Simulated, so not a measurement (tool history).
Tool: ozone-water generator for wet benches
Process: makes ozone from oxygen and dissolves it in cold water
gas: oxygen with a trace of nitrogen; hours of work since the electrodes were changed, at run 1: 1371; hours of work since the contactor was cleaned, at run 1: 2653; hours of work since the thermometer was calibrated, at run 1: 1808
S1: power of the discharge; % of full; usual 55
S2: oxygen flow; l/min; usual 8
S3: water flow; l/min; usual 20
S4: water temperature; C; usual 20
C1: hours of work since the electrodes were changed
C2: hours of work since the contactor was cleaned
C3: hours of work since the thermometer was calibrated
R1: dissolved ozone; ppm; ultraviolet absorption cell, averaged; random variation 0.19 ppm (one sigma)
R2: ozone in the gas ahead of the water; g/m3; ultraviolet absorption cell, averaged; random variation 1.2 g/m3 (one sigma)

{"run": 1, "hour": 0.0, "S1": 55, "S2": 8, "S3": 20, "S4": 20, "C1": 1371, "C2": 2653, "C3": 1808, "R1": 25.6, "R2": 216.3}
{"run": 2, "hour": 45.1, "S1": 55, "S2": 8, "S3": 20, "S4": 20, "C1": 1403, "C2": 2684, "C3": 1840, "R1": 25.7, "R2": 217.4}
{"run": 3, "hour": 80.0, "S1": 55, "S2": 8, "S3": 26, "S4": 20, "C1": 1427, "C2": 2709, "C3": 1864, "R1": 21, "R2": 212.7}
{"run": 4, "hour": 134.5, "S1": 55, "S2": 13.81, "S3": 20, "S4": 20, "C1": 1465, "C2": 2747, "C3": 1902, "R1": 23.4, "R2": 161.9}
{"run": 5, "hour": 192.6, "S1": 55, "S2": 13.81, "S3": 20, "S4": 20, "C1": 1505, "C2": 2787, "C3": 1942, "R1": 23.5, "R2": 161.4}
{"run": 6, "hour": 233.4, "S1": 55, "S2": 13.81, "S3": 20, "S4": 20, "C1": 1534, "C2": 2815, "C3": 1971, "R1": 23.2, "R2": 159.8}
{"run": 7, "hour": 292.5, "S1": 55, "S2": 13.81, "S3": 20, "S4": 20, "C1": 1575, "C2": 2857, "C3": 2012, "R1": 23.4, "R2": 161.6}
{"run": 8, "hour": 328.1, "S1": 55, "S2": 8, "S3": 16, "S4": 20, "C1": 1600, "C2": 2881, "C3": 2037, "R1": 29.9, "R2": 213}
{"run": 9, "hour": 380.0, "S1": 55, "S2": 10.07, "S3": 16, "S4": 20, "C1": 1636, "C2": 2918, "C3": 2073, "R1": 28.5, "R2": 188.2}
{"run": 10, "hour": 432.0, "S1": 55, "S2": 10.07, "S3": 16, "S4": 20, "C1": 1672, "C2": 2954, "C3": 2109, "R1": 28.6, "R2": 190.3}
{"run": 11, "hour": 476.8, "S1": 55, "S2": 8, "S3": 20, "S4": 14, "C1": 1703, "C2": 2985, "C3": 2140, "R1": 28.1, "R2": 212.3}
{"run": 12, "hour": 537.2, "S1": 55, "S2": 8, "S3": 20, "S4": 14, "C1": 1745, "C2": 3027, "C3": 2182, "R1": 28.5, "R2": 213.8}
{"run": 13, "hour": 592.0, "S1": 55, "S2": 5.39, "S3": 20, "S4": 20, "C1": 1783, "C2": 3065, "C3": 2221, "R1": 25.8, "R2": 265.6}
{"run": 14, "hour": 620.2, "S1": 55, "S2": 7.48, "S3": 20, "S4": 20, "C1": 1803, "C2": 3085, "C3": 2240, "R1": 25.7, "R2": 222}
{"run": 15, "hour": 669.1, "S1": 55, "S2": 8, "S3": 20, "S4": 20, "C1": 1837, "C2": 3119, "C3": 2274, "R1": 25.4, "R2": 214.9}
{"run": 16, "hour": 718.9, "S1": 55, "S2": 9.26, "S3": 20, "S4": 20, "C1": 1872, "C2": 3154, "C3": 2309, "R1": 25.1, "R2": 198.8}
{"run": 17, "hour": 778.3, "S1": 82, "S2": 4.87, "S3": 26, "S4": 15, "C1": 1913, "C2": 3195, "C3": 2350, "R1": 27.3, "R2": 350.7}
{"run": 18, "hour": 805.9, "S1": 50, "S2": 6.89, "S3": 28, "S4": 22, "C1": 1933, "C2": 3214, "C3": 2370, "R1": 18, "R2": 220.7}
{"run": 19, "hour": 863.1, "S1": 50, "S2": 4.65, "S3": 28, "S4": 22, "C1": 1972, "C2": 3254, "C3": 2410, "R1": 17.5, "R2": 273}
{"run": 20, "hour": 908.1, "S1": 50, "S2": 4.65, "S3": 28, "S4": 22, "C1": 2004, "C2": 3286, "C3": 2441, "R1": 17.6, "R2": 270.2}
{"run": 21, "hour": 969.5, "S1": 54, "S2": 4.65, "S3": 28, "S4": 17, "C1": 2046, "C2": 3328, "C3": 2484, "R1": 19.5, "R2": 281.6}
{"run": 22, "hour": 1034.8, "S1": 91, "S2": 4.53, "S3": 22, "S4": 27, "C1": 2092, "C2": 3374, "C3": 2529, "R1": 28.7, "R2": 382.1}
{"hour": 1042.4, "done": "contactor cleaned"}
{"run": 23, "hour": 1075.5, "S1": 91, "S2": 4.53, "S3": 22, "S4": 27, "C1": 2118, "C2": 23, "C3": 2555, "R1": 27.9, "R2": 382.2}
{"run": 24, "hour": 1114.7, "S1": 51, "S2": 4.69, "S3": 20, "S4": 19, "C1": 2145, "C2": 50, "C3": 2582, "R1": 24.3, "R2": 273.5}
{"run": 25, "hour": 1174.3, "S1": 51, "S2": 4.69, "S3": 20, "S4": 19, "C1": 2186, "C2": 92, "C3": 2624, "R1": 24.7, "R2": 272.5}
{"run": 26, "hour": 1233.2, "S1": 55, "S2": 4.69, "S3": 20, "S4": 12, "C1": 2227, "C2": 133, "C3": 2665, "R1": 28.1, "R2": 281.5}
{"run": 27, "hour": 1288.1, "S1": 55, "S2": 11.65, "S3": 15, "S4": 20, "C1": 2266, "C2": 171, "C3": 2703, "R1": 27.6, "R2": 174}
{"run": 28, "hour": 1316.8, "S1": 87, "S2": 8, "S3": 14, "S4": 20, "C1": 2286, "C2": 191, "C3": 2723, "R1": 40.5, "R2": 274.1}
{"run": 29, "hour": 1379.2, "S1": 87, "S2": 8, "S3": 14, "S4": 20, "C1": 2329, "C2": 235, "C3": 2766, "R1": 40.6, "R2": 271.9}
{"run": 30, "hour": 1416.0, "S1": 43, "S2": 4.56, "S3": 20, "S4": 20, "C1": 2355, "C2": 260, "C3": 2792, "R1": 22, "R2": 247.2}
{"hour": 1428.0, "done": "contactor cleaned, once more"}
{"run": 31, "hour": 1454.6, "S1": 76, "S2": 6.47, "S3": 28, "S4": 23, "C1": 2379, "C2": 19, "C3": 2816, "R1": 22.5, "R2": 284.1}
{"run": 32, "hour": 1504.6, "S1": 55, "S2": 4.8, "S3": 30, "S4": 12, "C1": 2414, "C2": 53, "C3": 2851, "R1": 19.9, "R2": 276.9}

Some steps in R1 between neighbouring runs. How much of each would the tool show without its hidden state too (settings, what came in, random variation), and how much is left for the hidden state, with any gauge scatter that isn't in both results?
The hidden state here: yield of the discharge, % of new electrodes'; contactor's efficiency, % of a clean one's; true water temperature over the reading, C; drift of the gauge itself on ozone_ppm, %; drift of the gauge itself on gas_g_m3, %.
Run 17 -> 18: S1 82 -> 50, S2 4.87 -> 6.89, S3 26 -> 28, S4 15 -> 22. R1 -9.3 ppm: hidden state +1, all else -10.3.
Run 27 -> 28: S1 55 -> 87, S2 11.65 -> 8, S3 15 -> 14. R1 +12.9 ppm: hidden state -1.6, all else +14.5.
Run 29 -> 30: S1 87 -> 43, S2 8 -> 4.56, S3 14 -> 20. R1 -18.6 ppm: hidden state +2.2, all else -20.8.
